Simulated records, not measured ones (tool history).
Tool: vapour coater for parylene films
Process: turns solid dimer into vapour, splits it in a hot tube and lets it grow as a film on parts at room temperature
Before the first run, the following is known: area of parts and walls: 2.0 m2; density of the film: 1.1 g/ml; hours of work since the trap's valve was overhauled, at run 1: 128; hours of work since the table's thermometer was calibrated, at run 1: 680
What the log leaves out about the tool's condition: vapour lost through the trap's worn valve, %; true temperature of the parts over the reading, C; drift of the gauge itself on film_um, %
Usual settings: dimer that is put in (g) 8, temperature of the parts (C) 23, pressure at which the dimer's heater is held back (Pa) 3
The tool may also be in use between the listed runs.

| run | day | dimer that is put in (g) | temperature of the parts (C) | pressure at which the dimer's heater is held back (Pa) | hours of work since the trap's valve was overhauled | hours of work since the table's thermometer was calibrated | thickness of the film (µm) |
|---|---|---|---|---|---|---|---|
| 1 | 0 | 8 | 23 | 3 | 128 | 680 | 3.01 |
| 2 | 1.988 | 8 | 23 | 3 | 161 | 713 | 3.01 |
| 3 | 4.204 | 8 | 23 | 3 | 197 | 750 | 3.01 |
|  | 4.579 | trap's valve overhauled |
| 4 | 7.146 | 7 | 23 | 3 | 43 | 796 | 2.54 |
| 5 | 9.546 | 7 | 23 | 3 | 82 | 836 | 2.52 |
|  | 11.538 | trap's valve overhauled, once more |
| 6 | 12.188 | 3 | 23 | 3 | 11 | 877 | 1.15 |
| 7 | 13.646 | 7 | 23 | 3 | 35 | 901 | 2.69 |
|  | 14.388 | table's thermometer calibrated |
| 8 | 15.542 | 7 | 23 | 3 | 66 | 19 | 2.63 |
| 9 | 17.708 | 12 | 17 | 6.48 | 102 | 55 | 4.09 |
| 10 | 19.408 | 8 | 32 | 2.13 | 130 | 83 | 2.81 |

Hidden state at the last listed run before each entry between runs and at the first one after, where it differs:
From run 3 to run 4: trap's valve overhauled (day 4.579)
  vapour lost through the trap's worn valve, %: 3.3 -> 6.4; true temperature of the parts over the reading, C: -1.19 -> -1.27
  difference, measured minus the result without the unlogged condition, thickness of the film (µm): -0.05 -> -0.12
From run 5 to run 6: trap's valve overhauled, once more (day 11.538)
  vapour lost through the trap's worn valve, %: 7 -> 0.5; true temperature of the parts over the reading, C: -1.33 -> -1.4
  difference, measured minus the result without the unlogged condition, thickness of the film (µm): -0.14 -> +0.01
From run 7 to run 8: table's thermometer calibrated (day 14.388)
  vapour lost through the trap's worn valve, %: 0.8 -> 1.3; true temperature of the parts over the reading, C: -1.44 -> 0.02
  difference, measured minus the result without the unlogged condition, thickness of the film (µm): +0.04 -> -0.04
